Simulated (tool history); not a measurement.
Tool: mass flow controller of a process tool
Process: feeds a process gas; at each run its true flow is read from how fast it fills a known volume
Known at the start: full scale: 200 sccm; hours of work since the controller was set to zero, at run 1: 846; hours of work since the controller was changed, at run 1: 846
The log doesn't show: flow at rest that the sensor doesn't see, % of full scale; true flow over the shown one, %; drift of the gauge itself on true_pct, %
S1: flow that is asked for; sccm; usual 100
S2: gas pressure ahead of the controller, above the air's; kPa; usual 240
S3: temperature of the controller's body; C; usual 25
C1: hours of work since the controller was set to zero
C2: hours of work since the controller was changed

run 1 hour=0.0 | S1=100 S2=240 S3=25 | C1=846 C2=846 | true_flow_(%)=98.95
run 2 hour=57.7 | S1=100 S2=240 S3=25 | C1=866 C2=866 | true_flow_(%)=99.12
run 3 hour=113.9 | S1=100 S2=145 S3=25 | C1=885 C2=885 | true_flow_(%)=98.47
run 4 hour=197.9 | S1=100 S2=145 S3=25 | C1=914 C2=914 | true_flow_(%)=98.58
run 5 hour=261.7 | S1=100 S2=145 S3=25 | C1=936 C2=936 | true_flow_(%)=98.52
run 6 hour=304.1 | S1=100 S2=145 S3=25 | C1=950 C2=950 | true_flow_(%)=98.62
run 7 hour=382.6 | S1=100 S2=240 S3=25 | C1=977 C2=977 | true_flow_(%)=98.99
run 8 hour=450.1 | S1=100 S2=240 S3=25 | C1=1000 C2=1000 | true_flow_(%)=99.06
run 9 hour=507.9 | S1=100 S2=240 S3=25 | C1=1020 C2=1020 | true_flow_(%)=98.88
run 10 hour=544.6 | S1=100 S2=240 S3=25 | C1=1032 C2=1032 | true_flow_(%)=99.06
run 11 hour=619.3 | S1=30 S2=240 S3=25 | C1=1058 C2=1058 | true_flow_(%)=100.00
run 12 hour=685.4 | S1=30 S2=240 S3=25 | C1=1080 C2=1080 | true_flow_(%)=99.76
run 13 hour=773.2 | S1=100 S2=240 S3=25 | C1=1110 C2=1110 | true_flow_(%)=99.01
run 14 hour=849.3 | S1=100 S2=240 S3=25 | C1=1136 C2=1136 | true_flow_(%)=98.92
run 15 hour=886.6 | S1=100 S2=240 S3=25 | C1=1149 C2=1149 | true_flow_(%)=99.05
run 16 hour=943.2 | S1=100 S2=240 S3=25 | C1=1168 C2=1168 | true_flow_(%)=98.99
run 17 hour=1018.9 | S1=100 S2=240 S3=25 | C1=1194 C2=1194 | true_flow_(%)=98.92
run 18 hour=1067.4 | S1=100 S2=240 S3=33 | C1=1210 C2=1210 | true_flow_(%)=98.83
run 19 hour=1122.5 | S1=100 S2=240 S3=25 | C1=1229 C2=1229 | true_flow_(%)=99.07
run 20 hour=1174.1 | S1=100 S2=225 S3=25 | C1=1247 C2=1247 | true_flow_(%)=98.89
run 21 hour=1227.7 | S1=44 S2=155 S3=26 | C1=1265 C2=1265 | true_flow_(%)=99.14
run 22 hour=1306.3 | S1=34 S2=181 S3=25 | C1=1292 C2=1292 | true_flow_(%)=99.67
run 23 hour=1352.4 | S1=160 S2=144 S3=38 | C1=1307 C2=1307 | true_flow_(%)=98.42

Run 24 comes next. What will it give?
run 24 hour=1389.7 | S1=100 S2=159 S3=25 | C1=1320 C2=1320 | true_flow_(%)=?

true flow (%): 98.58
Without the tool's hidden state the same run would have given true flow (%) 98.92.

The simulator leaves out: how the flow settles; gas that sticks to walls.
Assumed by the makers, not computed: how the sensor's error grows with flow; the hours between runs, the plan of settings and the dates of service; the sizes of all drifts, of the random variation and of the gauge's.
